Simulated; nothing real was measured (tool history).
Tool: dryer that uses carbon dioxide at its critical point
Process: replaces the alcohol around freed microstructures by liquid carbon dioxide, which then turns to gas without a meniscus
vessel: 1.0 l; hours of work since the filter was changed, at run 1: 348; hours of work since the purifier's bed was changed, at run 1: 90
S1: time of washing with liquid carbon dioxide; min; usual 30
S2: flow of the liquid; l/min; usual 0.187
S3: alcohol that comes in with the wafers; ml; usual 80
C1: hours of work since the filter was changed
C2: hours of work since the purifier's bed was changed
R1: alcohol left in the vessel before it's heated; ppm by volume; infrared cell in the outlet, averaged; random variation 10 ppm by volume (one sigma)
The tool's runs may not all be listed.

{"run": 1, "hour": 0.0, "S1": 30, "S2": 0.187, "S3": 80, "C1": 348, "C2": 90, "R1": 822}
{"run": 2, "hour": 47.9, "S1": 30, "S2": 0.187, "S3": 80, "C1": 376, "C2": 118, "R1": 863}
{"run": 3, "hour": 94.4, "S1": 30, "S2": 0.187, "S3": 80, "C1": 403, "C2": 146, "R1": 883}
{"run": 4, "hour": 142.8, "S1": 30, "S2": 0.187, "S3": 80, "C1": 432, "C2": 174, "R1": 910}
{"hour": 169.0, "done": "inlet filter changed"}
{"run": 5, "hour": 189.7, "S1": 30, "S2": 0.187, "S3": 80, "C1": 12, "C2": 201, "R1": 647}
{"run": 6, "hour": 212.0, "S1": 30, "S2": 0.187, "S3": 80, "C1": 25, "C2": 214, "R1": 662}
{"run": 7, "hour": 249.1, "S1": 30, "S2": 0.187, "S3": 80, "C1": 47, "C2": 235, "R1": 678}
{"run": 8, "hour": 297.6, "S1": 30, "S2": 0.187, "S3": 80, "C1": 75, "C2": 264, "R1": 694}
{"run": 9, "hour": 323.8, "S1": 30, "S2": 0.187, "S3": 80, "C1": 90, "C2": 279, "R1": 716}
{"run": 10, "hour": 357.7, "S1": 30, "S2": 0.187, "S3": 80, "C1": 110, "C2": 299, "R1": 714}
{"run": 11, "hour": 399.1, "S1": 30, "S2": 0.187, "S3": 80, "C1": 134, "C2": 323, "R1": 734}
{"run": 12, "hour": 420.0, "S1": 30, "S2": 0.147, "S3": 80, "C1": 147, "C2": 335, "R1": 2022}
{"run": 13, "hour": 460.2, "S1": 30, "S2": 0.264, "S3": 80, "C1": 170, "C2": 359, "R1": 157}
{"run": 14, "hour": 509.6, "S1": 30, "S2": 0.187, "S3": 34, "C1": 199, "C2": 387, "R1": 367}
{"run": 15, "hour": 540.3, "S1": 42, "S2": 0.215, "S3": 24, "C1": 217, "C2": 405, "R1": 81}
{"run": 16, "hour": 565.2, "S1": 42, "S2": 0.215, "S3": 24, "C1": 231, "C2": 420, "R1": 77}
{"run": 17, "hour": 591.4, "S1": 24, "S2": 0.166, "S3": 102, "C1": 247, "C2": 435, "R1": 3804}
{"run": 18, "hour": 621.8, "S1": 24, "S2": 0.166, "S3": 102, "C1": 264, "C2": 453, "R1": 3950}
{"run": 19, "hour": 649.6, "S1": 24, "S2": 0.166, "S3": 102, "C1": 281, "C2": 469, "R1": 3986}
{"run": 20, "hour": 672.5, "S1": 24, "S2": 0.165, "S3": 83, "C1": 294, "C2": 482, "R1": 3276}
{"run": 21, "hour": 696.5, "S1": 33, "S2": 0.126, "S3": 41, "C1": 308, "C2": 496, "R1": 1522}
{"run": 22, "hour": 722.3, "S1": 28, "S2": 0.204, "S3": 80, "C1": 323, "C2": 512, "R1": 810}
{"run": 23, "hour": 751.9, "S1": 28, "S2": 0.204, "S3": 80, "C1": 340, "C2": 529, "R1": 834}
{"run": 24, "hour": 799.7, "S1": 28, "S2": 0.204, "S3": 80, "C1": 368, "C2": 557, "R1": 849}
{"run": 25, "hour": 841.4, "S1": 40, "S2": 0.187, "S3": 36, "C1": 393, "C2": 581, "R1": 167}
{"run": 26, "hour": 866.4, "S1": 40, "S2": 0.187, "S3": 36, "C1": 407, "C2": 596, "R1": 171}

5 ways to go on from here, each from the tool as it stands after run 26. What would each give?
{"run": "A", "hour": 900.2, "S1": 28, "S2": 0.187, "S3": 35, "C1": 427, "C2": 615, "R1": "?"}
{"run": "B", "hour": 900.2, "S1": 42, "S2": 0.187, "S3": 26, "C1": 427, "C2": 615, "R1": "?"}
{"run": "C", "hour": 900.2, "S1": 44, "S2": 0.213, "S3": 71, "C1": 427, "C2": 615, "R1": "?"}
{"run": "D", "hour": 900.2, "S1": 19, "S2": 0.31, "S3": 21, "C1": 427, "C2": 615, "R1": "?"}
{"run": "E", "hour": 900.2, "S1": 30, "S2": 0.314, "S3": 80, "C1": 427, "C2": 615, "R1": "?"}

run=A R1=616
run=B R1=143
run=C R1=131
run=D R1=260
run=E R1=130
Without the tool's hidden state the same runs would have given:
run=A R1=356
run=B R1=33
run=C R1=24
run=D R1=111
run=E R1=22

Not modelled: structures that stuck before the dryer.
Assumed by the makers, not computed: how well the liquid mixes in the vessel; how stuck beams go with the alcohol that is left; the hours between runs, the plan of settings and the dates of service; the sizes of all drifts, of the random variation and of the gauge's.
